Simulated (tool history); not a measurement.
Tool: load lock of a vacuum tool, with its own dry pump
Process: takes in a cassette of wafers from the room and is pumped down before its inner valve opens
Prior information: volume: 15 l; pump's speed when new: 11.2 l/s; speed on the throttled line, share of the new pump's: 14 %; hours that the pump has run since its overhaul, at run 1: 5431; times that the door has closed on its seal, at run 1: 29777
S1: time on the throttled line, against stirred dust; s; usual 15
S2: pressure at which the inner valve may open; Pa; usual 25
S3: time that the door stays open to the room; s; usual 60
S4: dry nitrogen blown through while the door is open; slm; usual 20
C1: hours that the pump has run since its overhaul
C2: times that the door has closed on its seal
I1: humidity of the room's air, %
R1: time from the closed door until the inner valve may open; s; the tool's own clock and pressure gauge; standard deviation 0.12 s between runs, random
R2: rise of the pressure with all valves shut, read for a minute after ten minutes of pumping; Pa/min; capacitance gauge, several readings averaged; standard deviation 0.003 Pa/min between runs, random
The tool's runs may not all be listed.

run,day,S1,S2,S3,S4,C1,C2,I1,R1,R2
1,0,15,25,60,20,5431,29777,43.8,24.9,0.274
2,11.412,15,25,60,20,5705,31002,46.9,25,0.292
3,19.092,15,25,60,20,5889,31826,45.7,24.9,0.31
4,30.138,15,25,186,20,6154,33012,43,25,0.334
5,38.146,15,25,186,8,6347,33871,45.5,24.9,0.381
6,47.138,15,25,60,6,6562,34836,45.4,24.8,0.358
7,57.792,22,44,60,20,6818,35980,47.3,30.2,0.363
8,65.792,22,44,60,20,7010,36838,44.6,29.8,0.376
9,73.138,9,19,60,20,7187,37627,45.9,20.5,0.385
10,82.108,18,19,75,20,7402,38590,42.2,27.9,0.393
11,92.2,18,19,144,10,7644,39672,46.5,27.9,0.445
12,103.792,15,34,204,23,7922,40917,43.1,24.6,0.444

Each row is a separate what-if for the run after 12, all from the same tool condition, not one after another. Results?
A,116.004,15,25,139,20,8215,42227,42.4,?,?
B,116.004,14,25,103,20,8215,42227,45.4,?,?
C,116.004,9,25,34,20,8215,42227,45,?,?
D,116.004,15,24,182,14,8215,42227,42.8,?,?

run,R1,R2
A,24.9,0.455
B,24.3,0.448
C,20,0.44
D,25.3,0.477
Without the tool's hidden state the same runs would have given:
run,R1,R2
A,23.9,0.054
B,23.3,0.051
C,18.9,0.037
D,24.3,0.07
